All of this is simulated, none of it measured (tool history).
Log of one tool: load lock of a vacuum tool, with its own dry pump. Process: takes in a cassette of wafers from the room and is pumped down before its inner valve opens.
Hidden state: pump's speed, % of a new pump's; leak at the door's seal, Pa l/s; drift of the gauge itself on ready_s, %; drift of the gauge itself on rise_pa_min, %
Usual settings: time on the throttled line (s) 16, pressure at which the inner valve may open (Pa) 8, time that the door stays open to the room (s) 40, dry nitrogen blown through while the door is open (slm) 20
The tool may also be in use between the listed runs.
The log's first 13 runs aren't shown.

run      day  time on the throttled line (s)  pressure at which the inner valve may open (Pa)  time that the door stays open to the room (s)  dry nitrogen blown through while the door is open (slm)  hours that the pump has run since its overhaul  times that the door has closed on its seal  incoming humidity of the room's air, %  time from the closed door until the inner valve may open (s)  rise of the pressure with all valves shut (Pa/min)
 14   86.954                              16                                                7                                             40                                                       20                                             603                                       21641                                    46.7                                                          24.2                                               0.585
 15   92.483                              16                                                7                                             40                                                       20                                             736                                       22008                                    44.1                                                          24.3                                               0.596
 16  100.975                              16                                                7                                             40                                                       20                                             940                                       22571                                    41.6                                                          24.6                                               0.619
 17  109.262                              16                                                7                                             40                                                       20                                            1138                                       23120                                    43.1                                                          24.5                                               0.637
     117.392  -- door's seal changed, seat wiped
 18  117.392                              16                                                8                                             40                                                        8                                            1332                                           0                                    41.7                                                          24.4                                               0.052
 19  123.121                              16                                                8                                             40                                                        8                                            1470                                         380                                    45.3                                                          24.3                                                0.06
 20  130.617                              16                                                8                                             40                                                        8                                            1649                                         877                                    47.6                                                          24.6                                               0.058
 21   138.55                              16                                                8                                             40                                                        8                                            1840                                        1403                                    45.3                                                          24.3                                                0.07
 22  147.404                              20                                                8                                            184                                                        8                                            2052                                        1990                                      45                                                          27.8                                               0.167
 23  153.217                              14                                                8                                            115                                                       20                                            2192                                        2375                                    43.4                                                          22.8                                                0.09
 24  157.696                              19                                               14                                             60                                                        6                                            2299                                        2672                                    43.6                                                          26.3                                               0.105
 25  162.938                               9                                                8                                            171                                                        6                                            2425                                        3020                                    47.7                                                          18.8                                                0.19
 26  167.912                              16                                                7                                             83                                                       14                                            2545                                        3350                                    43.2                                                          24.6                                               0.101
 27   171.85                              22                                               14                                            165                                                       44                                            2639                                        3611                                    42.2                                                            29                                                0.09
 28  179.908                              16                                                8                                             40                                                       22                                            2832                                        4145                                    46.8                                                          24.7                                               0.083
 29    186.4                              26                                                8                                             62                                                       22                                            2988                                        4575                                    44.6                                                            33                                               0.099
 30  190.358                              26                                               10                                            231                                                       20                                            3083                                        4838                                    46.6                                                            33                                               0.166
 31  195.867                              26                                               10                                            231                                                       20                                            3215                                        5203                                    41.6                                                          32.7                                               0.165
 32  204.312                              18                                                8                                            228                                                        6                                            3418                                        5763                                    47.4                                                          26.5                                               0.267
 33  213.208                              18                                                8                                            228                                                        6                                            3632                                        6353                                    45.8                                                          26.4                                               0.267
 34  218.638                              16                                                8                                             40                                                       20                                            3762                                        6713                                    48.5                                                          24.9                                               0.123
 35  222.608                              23                                                8                                             40                                                       20                                            3857                                        6976                                    45.5                                                          30.7                                               0.128
 36  227.942                              13                                                8                                             40                                                        6                                            3985                                        7330                                    43.5                                                          22.2                                                0.16

Forecast each of these 5 alternatives for the next run:
  A  236.379                              11                                                7                                             40                                                       24                                            4188                                        7889                                    41.8                                                             ?                                                   ?
  B  236.379                              13                                                8                                             42                                                        6                                            4188                                        7889                                    46.8                                                             ?                                                   ?
  C  236.379                              16                                                8                                             29                                                        5                                            4188                                        7889                                    42.7                                                             ?                                                   ?
  D  236.379                              13                                                8                                            177                                                       20                                            4188                                        7889                                    48.8                                                             ?                                                   ?
  E  236.379                              18                                                8                                             89                                                        6                                            4188                                        7889                                    44.1                                                             ?                                                   ?

run  time from the closed door until the inner valve may open (s)  rise of the pressure with all valves shut (Pa/min)
  A                                                          20.9                                               0.143
  B                                                          22.4                                               0.175
  C                                                          24.7                                               0.162
  D                                                          22.4                                               0.204
  E                                                          26.7                                               0.212
Without the tool's hidden state the same runs would have given:
run  time from the closed door until the inner valve may open (s)  rise of the pressure with all valves shut (Pa/min)
  A                                                          20.2                                               0.032
  B                                                          21.7                                               0.068
  C                                                            24                                               0.054
  D                                                          21.6                                               0.098
  E                                                            26                                               0.104
